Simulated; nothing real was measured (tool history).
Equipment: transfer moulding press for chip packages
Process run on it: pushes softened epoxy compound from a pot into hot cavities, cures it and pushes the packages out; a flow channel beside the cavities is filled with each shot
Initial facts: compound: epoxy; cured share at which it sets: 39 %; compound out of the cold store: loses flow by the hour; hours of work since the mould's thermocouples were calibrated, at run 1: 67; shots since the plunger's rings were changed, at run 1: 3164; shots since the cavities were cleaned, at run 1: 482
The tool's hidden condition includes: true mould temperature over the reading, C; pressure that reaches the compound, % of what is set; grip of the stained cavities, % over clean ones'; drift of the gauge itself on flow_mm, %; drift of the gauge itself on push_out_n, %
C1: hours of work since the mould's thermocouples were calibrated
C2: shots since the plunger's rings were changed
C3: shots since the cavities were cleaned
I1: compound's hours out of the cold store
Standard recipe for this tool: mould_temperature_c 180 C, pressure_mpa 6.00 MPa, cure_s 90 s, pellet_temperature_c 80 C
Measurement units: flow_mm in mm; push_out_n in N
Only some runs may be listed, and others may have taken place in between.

{"run": 1, "hour": 0.0, "mould_temperature_c": 180, "pressure_mpa": 6.0, "cure_s": 90, "pellet_temperature_c": 80, "C1": 67, "C2": 3164, "C3": 482, "I1": 36.3, "flow_mm": 853, "push_out_n": 505}
{"hour": 18.3, "done": "plunger's sealing rings changed"}
{"run": 2, "hour": 36.8, "mould_temperature_c": 180, "pressure_mpa": 6.0, "cure_s": 90, "pellet_temperature_c": 80, "C1": 94, "C2": 290, "C3": 1020, "I1": 35.2, "flow_mm": 863, "push_out_n": 520}
{"hour": 47.9, "done": "cavities cleaned with cleaning compound and waxed"}
{"run": 3, "hour": 87.4, "mould_temperature_c": 180, "pressure_mpa": 6.0, "cure_s": 90, "pellet_temperature_c": 80, "C1": 133, "C2": 1061, "C3": 620, "I1": 27.1, "flow_mm": 887, "push_out_n": 509}
{"hour": 124.0, "done": "cavities cleaned with cleaning compound and waxed"}
{"run": 4, "hour": 144.3, "mould_temperature_c": 180, "pressure_mpa": 6.0, "cure_s": 90, "pellet_temperature_c": 80, "C1": 177, "C2": 1932, "C3": 318, "I1": 22.9, "flow_mm": 888, "push_out_n": 456}
{"run": 5, "hour": 187.5, "mould_temperature_c": 180, "pressure_mpa": 6.0, "cure_s": 90, "pellet_temperature_c": 80, "C1": 211, "C2": 2610, "C3": 996, "I1": 27.8, "flow_mm": 872, "push_out_n": 533}
{"hour": 199.3, "done": "cavities cleaned with cleaning compound and waxed"}
{"run": 6, "hour": 231.2, "mould_temperature_c": 180, "pressure_mpa": 6.0, "cure_s": 90, "pellet_temperature_c": 80, "C1": 245, "C2": 3274, "C3": 502, "I1": 16.5, "flow_mm": 908, "push_out_n": 486}
{"hour": 241.3, "done": "plunger's sealing rings changed"}
{"run": 7, "hour": 266.9, "mould_temperature_c": 180, "pressure_mpa": 6.0, "cure_s": 90, "pellet_temperature_c": 80, "C1": 271, "C2": 402, "C3": 1023, "I1": 42.1, "flow_mm": 834, "push_out_n": 527}
{"hour": 278.1, "done": "cavities cleaned with cleaning compound and waxed"}
{"run": 8, "hour": 305.1, "mould_temperature_c": 180, "pressure_mpa": 6.0, "cure_s": 90, "pellet_temperature_c": 80, "C1": 300, "C2": 979, "C3": 425, "I1": 30.3, "flow_mm": 874, "push_out_n": 466}
{"run": 9, "hour": 349.1, "mould_temperature_c": 180, "pressure_mpa": 6.0, "cure_s": 90, "pellet_temperature_c": 80, "C1": 334, "C2": 1669, "C3": 1115, "I1": 36.1, "flow_mm": 857, "push_out_n": 503}
{"hour": 354.3, "done": "cavities cleaned with cleaning compound and waxed"}
{"run": 10, "hour": 393.9, "mould_temperature_c": 180, "pressure_mpa": 6.0, "cure_s": 90, "pellet_temperature_c": 80, "C1": 369, "C2": 2349, "C3": 622, "I1": 36.1, "flow_mm": 839, "push_out_n": 467}
{"hour": 428.8, "done": "cavities cleaned with cleaning compound and waxed"}
{"run": 11, "hour": 428.8, "mould_temperature_c": 180, "pressure_mpa": 6.0, "cure_s": 90, "pellet_temperature_c": 80, "C1": 395, "C2": 2874, "C3": 0, "I1": 20.4, "flow_mm": 904, "push_out_n": 372}
{"hour": 467.9, "done": "plunger's sealing rings changed"}
{"run": 12, "hour": 474.2, "mould_temperature_c": 180, "pressure_mpa": 4.7, "cure_s": 90, "pellet_temperature_c": 80, "C1": 429, "C2": 99, "C3": 674, "I1": 45.7, "flow_mm": 742, "push_out_n": 490}
{"hour": 505.5, "done": "cavities cleaned with cleaning compound and waxed"}
{"run": 13, "hour": 516.2, "mould_temperature_c": 180, "pressure_mpa": 4.7, "cure_s": 90, "pellet_temperature_c": 90, "C1": 461, "C2": 734, "C3": 167, "I1": 19.7, "flow_mm": 808, "push_out_n": 391}
{"run": 14, "hour": 572.3, "mould_temperature_c": 180, "pressure_mpa": 4.7, "cure_s": 90, "pellet_temperature_c": 90, "C1": 505, "C2": 1617, "C3": 1050, "I1": 13.6, "flow_mm": 832, "push_out_n": 518}
{"hour": 581.1, "done": "cavities cleaned with cleaning compound and waxed"}
{"run": 15, "hour": 613.2, "mould_temperature_c": 178, "pressure_mpa": 4.7, "cure_s": 122, "pellet_temperature_c": 90, "C1": 537, "C2": 2236, "C3": 505, "I1": 47.5, "flow_mm": 729, "push_out_n": 412}
{"run": 16, "hour": 652.2, "mould_temperature_c": 174, "pressure_mpa": 6.65, "cure_s": 113, "pellet_temperature_c": 90, "C1": 567, "C2": 2848, "C3": 1117, "I1": 30.2, "flow_mm": 935, "push_out_n": 506}
{"hour": 657.3, "done": "cavities cleaned with cleaning compound and waxed"}
{"hour": 692.7, "done": "plunger's sealing rings changed"}
{"run": 17, "hour": 698.2, "mould_temperature_c": 174, "pressure_mpa": 6.65, "cure_s": 113, "pellet_temperature_c": 90, "C1": 600, "C2": 86, "C3": 602, "I1": 40.2, "flow_mm": 923, "push_out_n": 459}
{"hour": 725.5, "done": "mould's thermocouples calibrated"}
{"hour": 737.8, "done": "cavities cleaned with cleaning compound and waxed"}
{"run": 18, "hour": 738.5, "mould_temperature_c": 174, "pressure_mpa": 6.65, "cure_s": 113, "pellet_temperature_c": 90, "C1": 9, "C2": 665, "C3": 11, "I1": 41.5, "flow_mm": 920, "push_out_n": 357}
{"run": 19, "hour": 772.3, "mould_temperature_c": 183, "pressure_mpa": 5.22, "cure_s": 113, "pellet_temperature_c": 86, "C1": 36, "C2": 1195, "C3": 541, "I1": 27.6, "flow_mm": 817, "push_out_n": 397}
{"hour": 812.5, "done": "cavities cleaned with cleaning compound and waxed"}
{"run": 20, "hour": 835.1, "mould_temperature_c": 174, "pressure_mpa": 5.22, "cure_s": 111, "pellet_temperature_c": 86, "C1": 84, "C2": 2159, "C3": 356, "I1": 18.8, "flow_mm": 888, "push_out_n": 448}
{"run": 21, "hour": 866.6, "mould_temperature_c": 178, "pressure_mpa": 5.9, "cure_s": 78, "pellet_temperature_c": 74, "C1": 109, "C2": 2653, "C3": 850, "I1": 19.5, "flow_mm": 916, "push_out_n": 799}
{"hour": 886.7, "done": "cavities cleaned with cleaning compound and waxed"}
{"run": 22, "hour": 895.5, "mould_temperature_c": 180, "pressure_mpa": 6.24, "cure_s": 90, "pellet_temperature_c": 81, "C1": 131, "C2": 3084, "C3": 138, "I1": 9.3, "flow_mm": 964, "push_out_n": 427}
{"hour": 919.0, "done": "plunger's sealing rings changed"}
{"run": 23, "hour": 954.1, "mould_temperature_c": 173, "pressure_mpa": 6.24, "cure_s": 90, "pellet_temperature_c": 81, "C1": 175, "C2": 551, "C3": 1018, "I1": 32.2, "flow_mm": 922, "push_out_n": 819}
{"hour": 967.4, "done": "cavities cleaned with cleaning compound and waxed"}
{"run": 24, "hour": 983.2, "mould_temperature_c": 173, "pressure_mpa": 6.24, "cure_s": 90, "pellet_temperature_c": 81, "C1": 197, "C2": 986, "C3": 248, "I1": 29.1, "flow_mm": 943, "push_out_n": 681}
{"run": 25, "hour": 1035.9, "mould_temperature_c": 186, "pressure_mpa": 5.33, "cure_s": 106, "pellet_temperature_c": 84, "C1": 239, "C2": 1812, "C3": 1074, "I1": 35.3, "flow_mm": 785, "push_out_n": 437}
{"hour": 1044.3, "done": "cavities cleaned with cleaning compound and waxed"}
{"run": 26, "hour": 1083.5, "mould_temperature_c": 186, "pressure_mpa": 6.0, "cure_s": 75, "pellet_temperature_c": 80, "C1": 275, "C2": 2536, "C3": 615, "I1": 31.3, "flow_mm": 830, "push_out_n": 479}
{"hour": 1121.5, "done": "cavities cleaned with cleaning compound and waxed"}
{"hour": 1144.9, "done": "plunger's sealing rings changed"}
{"run": 27, "hour": 1148.3, "mould_temperature_c": 173, "pressure_mpa": 6.0, "cure_s": 96, "pellet_temperature_c": 75, "C1": 323, "C2": 54, "C3": 382, "I1": 47.1, "flow_mm": 857, "push_out_n": 576}

3 ways to go on from here, each from the tool as it stands after run 27. What would each give?
{"hour": 1199.4, "done": "cavities cleaned with cleaning compound and waxed"}
{"run": "A", "hour": 1199.4, "mould_temperature_c": 186, "pressure_mpa": 4.99, "cure_s": 91, "pellet_temperature_c": 80, "C1": 362, "C2": 833, "C3": 0, "I1": 9.5, "flow_mm": "?", "push_out_n": "?"}
{"hour": 1199.4, "done": "cavities cleaned with cleaning compound and waxed"}
{"run": "B", "hour": 1199.4, "mould_temperature_c": 180, "pressure_mpa": 5.63, "cure_s": 90, "pellet_temperature_c": 80, "C1": 362, "C2": 833, "C3": 0, "I1": 9.2, "flow_mm": "?", "push_out_n": "?"}
{"hour": 1199.4, "done": "cavities cleaned with cleaning compound and waxed"}
{"run": "C", "hour": 1199.4, "mould_temperature_c": 187, "pressure_mpa": 6.0, "cure_s": 104, "pellet_temperature_c": 78, "C1": 362, "C2": 833, "C3": 0, "I1": 39.5, "flow_mm": "?", "push_out_n": "?"}

run=A flow_mm=843 push_out_n=342
run=B flow_mm=930 push_out_n=387
run=C flow_mm=817 push_out_n=326
Had the tool no hidden state, the same runs would have come out as:
run=A flow_mm=852 push_out_n=332
run=B flow_mm=940 push_out_n=384
run=C flow_mm=825 push_out_n=314
